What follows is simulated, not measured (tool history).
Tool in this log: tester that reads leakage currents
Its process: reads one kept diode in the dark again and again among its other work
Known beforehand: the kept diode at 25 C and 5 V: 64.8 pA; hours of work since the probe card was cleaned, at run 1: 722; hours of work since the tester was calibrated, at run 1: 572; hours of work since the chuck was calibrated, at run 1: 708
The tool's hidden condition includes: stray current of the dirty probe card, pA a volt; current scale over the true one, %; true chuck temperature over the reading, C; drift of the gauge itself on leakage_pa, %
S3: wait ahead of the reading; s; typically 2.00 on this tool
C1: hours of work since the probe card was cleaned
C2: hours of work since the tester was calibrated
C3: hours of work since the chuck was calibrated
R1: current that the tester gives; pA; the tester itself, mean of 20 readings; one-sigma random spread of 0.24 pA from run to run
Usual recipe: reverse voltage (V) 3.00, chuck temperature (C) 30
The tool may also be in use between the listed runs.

Run 1, day 0.000: usual settings; C1 722; C2 572; C3 708. Result: R1 83.26 pA.
Run 2, day 2.000: usual settings; C1 752; C2 602; C3 737. Result: R1 83.66 pA.
Run 3, day 3.750: usual settings; C1 778; C2 628; C3 763. Result: R1 83.63 pA.
Run 4, day 6.275: usual settings; C1 815; C2 666; C3 801. Result: R1 84.21 pA.
Run 5, day 9.454: usual settings; C1 863; C2 713; C3 848. Result: R1 84.66 pA.
Run 6, day 11.571: usual settings but chuck temperature (C) 51; C1 894; C2 745; C3 880. Result: R1 443.62 pA.
Run 7, day 14.612: usual settings but chuck temperature (C) 51; C1 940; C2 790; C3 925. Result: R1 441.68 pA.
Run 8, day 16.088: usual settings but chuck temperature (C) 51; C1 962; C2 812; C3 947. Result: R1 443.42 pA.
At day 16.392: chuck's temperature calibrated.
Run 9, day 17.654: usual settings but chuck temperature (C) 51; C1 984; C2 834; C3 19. Result: R1 448.56 pA.
Run 10, day 19.112: usual settings but chuck temperature (C) 51; C1 1005; C2 856; C3 41. Result: R1 449.37 pA.
Run 11, day 20.500: usual settings but chuck temperature (C) 51; C1 1026; C2 876; C3 61. Result: R1 450.52 pA.
Run 12, day 23.183: usual settings but reverse voltage (V) 3.73; C1 1066; C2 916; C3 101. Result: R1 97.04 pA.
Run 13, day 25.125: usual settings but reverse voltage (V) 3.73; C1 1095; C2 945; C3 130. Result: R1 97.00 pA.
Run 14, day 28.546: usual settings but S3 3.17 s; C1 1146; C2 996; C3 181. Result: R1 87.74 pA.
Run 15, day 31.108: usual settings but reverse voltage (V) 17.32, chuck temperature (C) 41, S3 3.94 s; C1 1184; C2 1034; C3 219. Result: R1 499.46 pA.
At day 32.158: chuck's temperature calibrated, once more.
Run 16, day 34.325: usual settings but reverse voltage (V) 1.38, chuck temperature (C) 39; C1 1231; C2 1081; C3 32. Result: R1 117.33 pA.
Run 17, day 36.029: usual settings but reverse voltage (V) 1.38, chuck temperature (C) 39; C1 1256; C2 1106; C3 58. Result: R1 117.26 pA.
Run 18, day 37.483: usual settings but reverse voltage (V) 1.38, chuck temperature (C) 39; C1 1278; C2 1128; C3 79. Result: R1 117.75 pA.
Run 19, day 39.825: usual settings but reverse voltage (V) 1.38, chuck temperature (C) 39; C1 1313; C2 1163; C3 114. Result: R1 118.47 pA.
Run 20, day 41.846: usual settings but reverse voltage (V) 1.38, chuck temperature (C) 39; C1 1343; C2 1193; C3 144. Result: R1 117.94 pA.
Run 21, day 44.938: usual settings but reverse voltage (V) 1.60, chuck temperature (C) 21; C1 1389; C2 1239; C3 190. Result: R1 28.94 pA.
Run 22, day 47.175: usual settings but chuck temperature (C) 47, S3 1.55 s; C1 1422; C2 1272; C3 224. Result: R1 320.67 pA.
Run 23, day 50.433: usual settings but chuck temperature (C) 24, S3 3.73 s; C1 1471; C2 1321; C3 272. Result: R1 51.15 pA.
Run 24, day 52.617: usual settings but reverse voltage (V) 1.04, chuck temperature (C) 54, S3 4.13 s; C1 1503; C2 1353; C3 305. Result: R1 328.74 pA.
Run 25, day 55.179: usual settings but reverse voltage (V) 9.60, S3 4.55 s; C1 1541; C2 1391; C3 343. Result: R1 151.44 pA.
Run 26, day 57.962: usual settings but reverse voltage (V) 9.60, S3 4.55 s; C1 1583; C2 1433; C3 384. Result: R1 152.26 pA.

Alternative continuations, all from the tool just after run 26; predict every row:
Run A, day 59.925: usual settings but reverse voltage (V) 7.49, chuck temperature (C) 35, S3 1.43 s; C1 1612; C2 1462; C3 414. Result: R1 ?.
Run B, day 59.925: usual settings but reverse voltage (V) 1.45, chuck temperature (C) 36, S3 0.54 s; C1 1612; C2 1462; C3 414. Result: R1 ?.
Run C, day 59.925: usual settings but reverse voltage (V) 12.12, S3 0.48 s; C1 1612; C2 1462; C3 414. Result: R1 ?.

run      R1
  A  200.20
  B   97.32
  C  177.31
Without the tool's unlogged condition, the same runs would have read:
run      R1
  A  185.57
  B   93.04
  C  157.28

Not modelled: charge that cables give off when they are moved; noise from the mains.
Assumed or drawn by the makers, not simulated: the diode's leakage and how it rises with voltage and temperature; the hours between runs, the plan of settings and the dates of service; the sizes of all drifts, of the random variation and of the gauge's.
